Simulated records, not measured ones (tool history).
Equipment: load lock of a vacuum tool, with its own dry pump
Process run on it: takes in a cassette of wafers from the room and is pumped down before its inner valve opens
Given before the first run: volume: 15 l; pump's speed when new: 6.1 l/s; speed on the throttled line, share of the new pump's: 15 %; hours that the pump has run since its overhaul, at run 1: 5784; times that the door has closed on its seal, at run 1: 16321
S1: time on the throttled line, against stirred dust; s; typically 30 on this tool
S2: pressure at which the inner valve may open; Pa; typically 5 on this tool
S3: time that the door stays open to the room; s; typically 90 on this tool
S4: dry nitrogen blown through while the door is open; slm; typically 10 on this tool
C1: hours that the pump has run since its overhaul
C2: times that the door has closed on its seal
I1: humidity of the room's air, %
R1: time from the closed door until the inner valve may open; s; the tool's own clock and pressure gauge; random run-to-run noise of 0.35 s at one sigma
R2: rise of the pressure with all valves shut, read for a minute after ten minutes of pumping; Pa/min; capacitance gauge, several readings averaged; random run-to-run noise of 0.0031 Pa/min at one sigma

run 1 hour=0 | S1=30 S2=5 S3=90 S4=10 | C1=5784 C2=16321 | I1=44.3 | R1=51.8 R2=0.11
run 2 hour=74.5 | S1=30 S2=5 S3=90 S4=10 | C1=5859 C2=16486 | I1=46.4 | R1=51.4 R2=0.114
run 3 hour=213.8 | S1=30 S2=5 S3=90 S4=10 | C1=5998 C2=16793 | I1=45.3 | R1=51.2 R2=0.117
run 4 hour=341.8 | S1=30 S2=5 S3=51 S4=10 | C1=6126 C2=17076 | I1=47.2 | R1=52.2 R2=0.098
run 5 hour=476 | S1=30 S2=5 S3=51 S4=10 | C1=6260 C2=17372 | I1=44.8 | R1=52 R2=0.098
run 6 hour=552.6 | S1=30 S2=5 S3=51 S4=10 | C1=6337 C2=17541 | I1=43.5 | R1=51.5 R2=0.094
run 7 hour=629.4 | S1=58 S2=5 S3=90 S4=10 | C1=6414 C2=17711 | I1=41.8 | R1=75.9 R2=0.102
run 8 hour=714.3 | S1=58 S2=5 S3=90 S4=10 | C1=6498 C2=17899 | I1=48.2 | R1=75.2 R2=0.12
run 9 hour=799 | S1=30 S2=5 S3=90 S4=10 | C1=6583 C2=18086 | I1=44.7 | R1=51.8 R2=0.122
run 10 hour=946.6 | S1=30 S2=5 S3=90 S4=10 | C1=6731 C2=18411 | I1=43.2 | R1=52.1 R2=0.11
run 11 hour=1038.7 | S1=30 S2=5 S3=90 S4=10 | C1=6823 C2=18615 | I1=44.1 | R1=51.8 R2=0.115
run 12 hour=1117.8 | S1=30 S2=5 S3=90 S4=10 | C1=6902 C2=18790 | I1=47.3 | R1=52.2 R2=0.115
run 13 hour=1191.4 | S1=30 S2=5 S3=90 S4=10 | C1=6976 C2=18952 | I1=42.4 | R1=52.8 R2=0.113
run 14 hour=1317.4 | S1=30 S2=5 S3=90 S4=10 | C1=7102 C2=19230 | I1=45.6 | R1=52.7 R2=0.117
run 15 hour=1434 | S1=30 S2=5 S3=90 S4=10 | C1=7218 C2=19488 | I1=43.2 | R1=52.2 R2=0.111
run 16 hour=1545.7 | S1=30 S2=5 S3=90 S4=10 | C1=7330 C2=19735 | I1=47.2 | R1=53.5 R2=0.127
run 17 hour=1709.7 | S1=30 S2=5 S3=90 S4=10 | C1=7494 C2=20097 | I1=47.9 | R1=52.1 R2=0.125
run 18 hour=1816.3 | S1=30 S2=5 S3=90 S4=10 | C1=7600 C2=20332 | I1=43.1 | R1=52.7 R2=0.114
run 19 hour=1966.8 | S1=30 S2=5 S3=90 S4=10 | C1=7751 C2=20665 | I1=45.7 | R1=52.3 R2=0.128
run 20 hour=2052.9 | S1=30 S2=10 S3=90 S4=13 | C1=7837 C2=20855 | I1=43.7 | R1=50.6 R2=0.114
run 21 hour=2122.6 | S1=18 S2=10 S3=92 S4=4 | C1=7907 C2=21009 | I1=42.5 | R1=40.2 R2=0.134
run 22 hour=2232.1 | S1=45 S2=5 S3=78 S4=6 | C1=8016 C2=21251 | I1=47.1 | R1=65.2 R2=0.127
run 23 hour=2322.8 | S1=45 S2=5 S3=78 S4=6 | C1=8107 C2=21451 | I1=44.9 | R1=65.5 R2=0.125
run 24 hour=2433.9 | S1=30 S2=6 S3=90 S4=24 | C1=8218 C2=21696 | I1=48.7 | R1=52 R2=0.119
run 25 hour=2548 | S1=17 S2=7 S3=90 S4=12 | C1=8332 C2=21948 | I1=45.1 | R1=40.9 R2=0.125
run 26 hour=2633.6 | S1=20 S2=9 S3=97 S4=29 | C1=8418 C2=22137 | I1=44.4 | R1=42.6 R2=0.104
run 27 hour=2784.3 | S1=17 S2=6 S3=170 S4=12 | C1=8569 C2=22470 | I1=40.9 | R1=41.6 R2=0.141
run 28 hour=2870 | S1=30 S2=5 S3=30 S4=10 | C1=8654 C2=22659 | I1=44.3 | R1=52.5 R2=0.099
run 29 hour=2983.6 | S1=25 S2=5 S3=90 S4=10 | C1=8768 C2=22910 | I1=45.3 | R1=48.8 R2=0.128
run 30 hour=3123.8 | S1=25 S2=5 S3=90 S4=10 | C1=8908 C2=23220 | I1=40.7 | R1=49.1 R2=0.128
run 31 hour=3238.5 | S1=25 S2=5 S3=90 S4=10 | C1=9023 C2=23473 | I1=45.9 | R1=49 R2=0.132
run 32 hour=3362 | S1=25 S2=5 S3=181 S4=10 | C1=9146 C2=23746 | I1=48.4 | R1=48.7 R2=0.165
run 33 hour=3478.4 | S1=36 S2=9 S3=59 S4=7 | C1=9263 C2=24003 | I1=45 | R1=56.6 R2=0.129
run 34 hour=3609.1 | S1=36 S2=6 S3=156 S4=10 | C1=9393 C2=24292 | I1=46.9 | R1=57.3 R2=0.162
run 35 hour=3759.9 | S1=36 S2=6 S3=156 S4=10 | C1=9544 C2=24625 | I1=43.3 | R1=57.9 R2=0.155
run 36 hour=3833.8 | S1=30 S2=4 S3=182 S4=10 | C1=9618 C2=24788 | I1=45.5 | R1=53.9 R2=0.159
run 37 hour=3999.8 | S1=55 S2=6 S3=27 S4=7 | C1=9784 C2=25154 | I1=49.6 | R1=73.3 R2=0.112

Here are 4 independent what-if runs from the current tool condition. What would each one return?
run A hour=4140.4 | S1=16 S2=6 S3=27 S4=7 | C1=9925 C2=25465 | I1=45.2 | R1=? R2=?
run B hour=4140.4 | S1=18 S2=6 S3=27 S4=7 | C1=9925 C2=25465 | I1=49.5 | R1=? R2=?
run C hour=4140.4 | S1=55 S2=5 S3=27 S4=24 | C1=9925 C2=25465 | I1=43.4 | R1=? R2=?
run D hour=4140.4 | S1=60 S2=5 S3=90 S4=4 | C1=9925 C2=25465 | I1=44.2 | R1=? R2=?

run=A R1=41 R2=0.109
run=B R1=43.1 R2=0.113
run=C R1=73.8 R2=0.097
run=D R1=78.1 R2=0.146
With no hidden state in the tool, these same runs would have given:
run=A R1=37.6 R2=0.051
run=B R1=39.7 R2=0.054
run=C R1=71.2 R2=0.038
run=D R1=75.6 R2=0.088

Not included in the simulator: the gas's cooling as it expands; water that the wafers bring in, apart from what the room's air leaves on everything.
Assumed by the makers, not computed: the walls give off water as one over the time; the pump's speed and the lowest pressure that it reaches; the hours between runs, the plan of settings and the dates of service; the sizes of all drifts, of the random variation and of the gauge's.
